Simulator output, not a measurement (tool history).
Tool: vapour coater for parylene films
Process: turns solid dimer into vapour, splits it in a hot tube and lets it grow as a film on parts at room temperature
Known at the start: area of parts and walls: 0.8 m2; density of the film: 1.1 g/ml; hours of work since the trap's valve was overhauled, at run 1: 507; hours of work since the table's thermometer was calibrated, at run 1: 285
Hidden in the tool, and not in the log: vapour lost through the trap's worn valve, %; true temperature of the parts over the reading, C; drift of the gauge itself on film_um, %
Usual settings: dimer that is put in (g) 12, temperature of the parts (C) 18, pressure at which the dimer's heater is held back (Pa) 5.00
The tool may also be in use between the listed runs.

run,day,dimer that is put in (g),temperature of the parts (C),pressure at which the dimer's heater is held back (Pa),hours of work since the trap's valve was overhauled,hours of work since the table's thermometer was calibrated,thickness of the film (um)
1,0.000,12,18,5.00,507,285,5.46
2,0.696,12,18,5.00,514,292,5.52
3,1.262,12,18,5.00,520,298,5.44
4,1.625,12,18,5.00,524,302,5.55
5,2.288,12,18,6.46,530,308,5.38
6,2.804,12,11,6.46,536,314,6.12
7,3.179,6,24,5.00,539,317,2.49
8,3.675,21,20,3.55,544,322,9.58
9,4.304,21,20,3.55,551,329,9.69
10,4.838,8,23,2.83,556,334,3.54
# day 5.375: trap's valve overhauled
11,5.408,12,12,5.00,0,338,7.06
12,5.725,12,12,5.00,4,341,7.21

Forecast each of these 3 alternatives for the next run:
A,6.133,12,12,5.00,8,346,?
B,6.133,12,12,2.54,8,346,?
C,6.133,9,12,5.00,8,346,?

run,thickness of the film (um)
A,7.05
B,7.80
C,5.29
Without the tool's hidden state the same runs would have given:
run,thickness of the film (um)
A,7.15
B,7.91
C,5.37

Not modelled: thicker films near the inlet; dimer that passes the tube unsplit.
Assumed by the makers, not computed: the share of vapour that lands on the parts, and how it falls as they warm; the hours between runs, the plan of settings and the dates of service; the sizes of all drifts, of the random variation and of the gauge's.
